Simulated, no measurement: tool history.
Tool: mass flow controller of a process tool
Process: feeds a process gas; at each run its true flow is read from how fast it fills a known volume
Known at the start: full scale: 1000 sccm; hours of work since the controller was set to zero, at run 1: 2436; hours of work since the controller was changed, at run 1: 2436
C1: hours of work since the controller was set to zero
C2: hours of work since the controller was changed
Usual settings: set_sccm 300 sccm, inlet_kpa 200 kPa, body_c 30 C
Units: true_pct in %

{"run": 1, "hour": 0.0, "set_sccm": 300, "inlet_kpa": 200, "body_c": 30, "C1": 2436, "C2": 2436, "true_pct": 96.99}
{"run": 2, "hour": 383.3, "set_sccm": 300, "inlet_kpa": 200, "body_c": 30, "C1": 2612, "C2": 2612, "true_pct": 97.09}
{"run": 3, "hour": 688.0, "set_sccm": 300, "inlet_kpa": 200, "body_c": 33, "C1": 2751, "C2": 2751, "true_pct": 96.71}
{"run": 4, "hour": 1111.2, "set_sccm": 300, "inlet_kpa": 200, "body_c": 33, "C1": 2944, "C2": 2944, "true_pct": 96.53}
{"run": 5, "hour": 1524.3, "set_sccm": 300, "inlet_kpa": 200, "body_c": 30, "C1": 3133, "C2": 3133, "true_pct": 96.92}
{"run": 6, "hour": 2047.1, "set_sccm": 162, "inlet_kpa": 200, "body_c": 30, "C1": 3372, "C2": 3372, "true_pct": 96.26}
{"run": 7, "hour": 2570.5, "set_sccm": 162, "inlet_kpa": 200, "body_c": 30, "C1": 3612, "C2": 3612, "true_pct": 96.33}
{"run": 8, "hour": 3122.7, "set_sccm": 300, "inlet_kpa": 200, "body_c": 30, "C1": 3864, "C2": 3864, "true_pct": 96.73}
{"run": 9, "hour": 3439.6, "set_sccm": 429, "inlet_kpa": 200, "body_c": 30, "C1": 4009, "C2": 4009, "true_pct": 96.96}
{"run": 10, "hour": 3715.1, "set_sccm": 429, "inlet_kpa": 200, "body_c": 30, "C1": 4135, "C2": 4135, "true_pct": 96.76}
{"hour": 3842.7, "done": "controller's zero set anew"}
{"run": 11, "hour": 3990.8, "set_sccm": 429, "inlet_kpa": 200, "body_c": 30, "C1": 68, "C2": 4261, "true_pct": 96.87}
{"run": 12, "hour": 4360.6, "set_sccm": 300, "inlet_kpa": 200, "body_c": 30, "C1": 237, "C2": 4430, "true_pct": 96.32}
{"run": 13, "hour": 4732.9, "set_sccm": 300, "inlet_kpa": 200, "body_c": 30, "C1": 407, "C2": 4600, "true_pct": 96.17}
{"run": 14, "hour": 5025.2, "set_sccm": 300, "inlet_kpa": 228, "body_c": 30, "C1": 541, "C2": 4734, "true_pct": 96.01}
{"run": 15, "hour": 5328.3, "set_sccm": 300, "inlet_kpa": 228, "body_c": 30, "C1": 679, "C2": 4872, "true_pct": 96.05}
{"run": 16, "hour": 5693.5, "set_sccm": 300, "inlet_kpa": 228, "body_c": 30, "C1": 846, "C2": 5039, "true_pct": 96.0}
{"run": 17, "hour": 6134.9, "set_sccm": 300, "inlet_kpa": 228, "body_c": 30, "C1": 1048, "C2": 5241, "true_pct": 95.91}
{"run": 18, "hour": 6437.5, "set_sccm": 300, "inlet_kpa": 228, "body_c": 30, "C1": 1186, "C2": 5379, "true_pct": 95.9}
{"hour": 6573.6, "done": "gauge calibrated"}
{"run": 19, "hour": 6796.3, "set_sccm": 300, "inlet_kpa": 228, "body_c": 30, "C1": 1350, "C2": 5544, "true_pct": 96.91}
{"run": 20, "hour": 7072.4, "set_sccm": 300, "inlet_kpa": 228, "body_c": 30, "C1": 1477, "C2": 5670, "true_pct": 97.11}
{"run": 21, "hour": 7456.8, "set_sccm": 300, "inlet_kpa": 228, "body_c": 30, "C1": 1652, "C2": 5846, "true_pct": 96.87}
{"run": 22, "hour": 7945.7, "set_sccm": 104, "inlet_kpa": 155, "body_c": 24, "C1": 1876, "C2": 6069, "true_pct": 97.01}
{"run": 23, "hour": 8439.8, "set_sccm": 104, "inlet_kpa": 155, "body_c": 24, "C1": 2102, "C2": 6295, "true_pct": 97.01}
{"run": 24, "hour": 8688.6, "set_sccm": 175, "inlet_kpa": 226, "body_c": 28, "C1": 2216, "C2": 6409, "true_pct": 96.45}
{"run": 25, "hour": 9057.2, "set_sccm": 170, "inlet_kpa": 143, "body_c": 31, "C1": 2384, "C2": 6577, "true_pct": 96.54}
{"run": 26, "hour": 9586.2, "set_sccm": 170, "inlet_kpa": 143, "body_c": 31, "C1": 2626, "C2": 6819, "true_pct": 96.37}
{"run": 27, "hour": 10099.7, "set_sccm": 300, "inlet_kpa": 250, "body_c": 27, "C1": 2861, "C2": 7054, "true_pct": 96.65}
{"run": 28, "hour": 10423.2, "set_sccm": 173, "inlet_kpa": 256, "body_c": 28, "C1": 3009, "C2": 7202, "true_pct": 95.84}
{"run": 29, "hour": 10961.1, "set_sccm": 118, "inlet_kpa": 187, "body_c": 33, "C1": 3255, "C2": 7448, "true_pct": 95.34}
{"run": 30, "hour": 11527.8, "set_sccm": 101, "inlet_kpa": 157, "body_c": 21, "C1": 3514, "C2": 7707, "true_pct": 96.75}
{"run": 31, "hour": 11897.5, "set_sccm": 101, "inlet_kpa": 157, "body_c": 21, "C1": 3683, "C2": 7876, "true_pct": 96.64}
{"run": 32, "hour": 12327.4, "set_sccm": 115, "inlet_kpa": 200, "body_c": 30, "C1": 3879, "C2": 8072, "true_pct": 95.38}
{"hour": 12352.6, "done": "gauge calibrated"}
{"run": 33, "hour": 12627.6, "set_sccm": 115, "inlet_kpa": 200, "body_c": 30, "C1": 4017, "C2": 8210, "true_pct": 96.44}
{"run": 34, "hour": 12898.9, "set_sccm": 120, "inlet_kpa": 175, "body_c": 27, "C1": 4141, "C2": 8334, "true_pct": 96.83}
{"hour": 13026.9, "done": "controller's zero set anew"}
{"run": 35, "hour": 13354.1, "set_sccm": 109, "inlet_kpa": 200, "body_c": 30, "C1": 150, "C2": 8542, "true_pct": 96.43}
{"run": 36, "hour": 13699.4, "set_sccm": 109, "inlet_kpa": 200, "body_c": 30, "C1": 308, "C2": 8700, "true_pct": 96.2}
{"run": 37, "hour": 14240.9, "set_sccm": 109, "inlet_kpa": 200, "body_c": 30, "C1": 555, "C2": 8947, "true_pct": 96.16}
{"run": 38, "hour": 14569.0, "set_sccm": 109, "inlet_kpa": 200, "body_c": 30, "C1": 705, "C2": 9097, "true_pct": 96.06}
{"run": 39, "hour": 15053.9, "set_sccm": 300, "inlet_kpa": 264, "body_c": 30, "C1": 927, "C2": 9319, "true_pct": 96.4}
{"run": 40, "hour": 15439.7, "set_sccm": 245, "inlet_kpa": 200, "body_c": 22, "C1": 1103, "C2": 9495, "true_pct": 97.21}
{"hour": 15675.2, "done": "controller exchanged for a calibrated one"}
{"run": 41, "hour": 15759.8, "set_sccm": 148, "inlet_kpa": 257, "body_c": 22, "C1": 39, "C2": 39, "true_pct": 96.5}
{"run": 42, "hour": 16059.3, "set_sccm": 122, "inlet_kpa": 200, "body_c": 28, "C1": 176, "C2": 176, "true_pct": 96.1}

Measured less the same run without the tool's hidden state. The same run-to-run variation is in both; the gauge's scatter may not be:
The hidden state here: flow at rest that the sensor doesn't see, % of full scale; true flow over the shown one, %; drift of the gauge itself on true_pct, %.
run=1 true_pct=+0.01
run=2 true_pct=-0.06
run=3 true_pct=-0.11
run=4 true_pct=-0.19
run=5 true_pct=-0.27
run=6 true_pct=-0.35
run=7 true_pct=-0.45
run=8 true_pct=-0.57
run=9 true_pct=-0.64
run=10 true_pct=-0.69
run=11 true_pct=-0.75
run=12 true_pct=-0.81
run=13 true_pct=-0.88
run=14 true_pct=-0.93
run=15 true_pct=-0.99
run=16 true_pct=-1.06
run=17 true_pct=-1.14
run=18 true_pct=-1.19
run=19 true_pct=-0.03
run=20 true_pct=-0.08
run=21 true_pct=-0.15
run=22 true_pct=-0.23
run=23 true_pct=-0.33
run=24 true_pct=-0.37
run=25 true_pct=-0.45
run=26 true_pct=-0.54
run=27 true_pct=-0.64
run=28 true_pct=-0.70
run=29 true_pct=-0.78
run=30 true_pct=-0.89
run=31 true_pct=-0.96
run=32 true_pct=-1.04
run=33 true_pct=+0.00
run=34 true_pct=-0.05
run=35 true_pct=-0.17
run=36 true_pct=-0.23
run=37 true_pct=-0.34
run=38 true_pct=-0.39
run=39 true_pct=-0.48
run=40 true_pct=-0.56
run=41 true_pct=-0.64
run=42 true_pct=-0.69

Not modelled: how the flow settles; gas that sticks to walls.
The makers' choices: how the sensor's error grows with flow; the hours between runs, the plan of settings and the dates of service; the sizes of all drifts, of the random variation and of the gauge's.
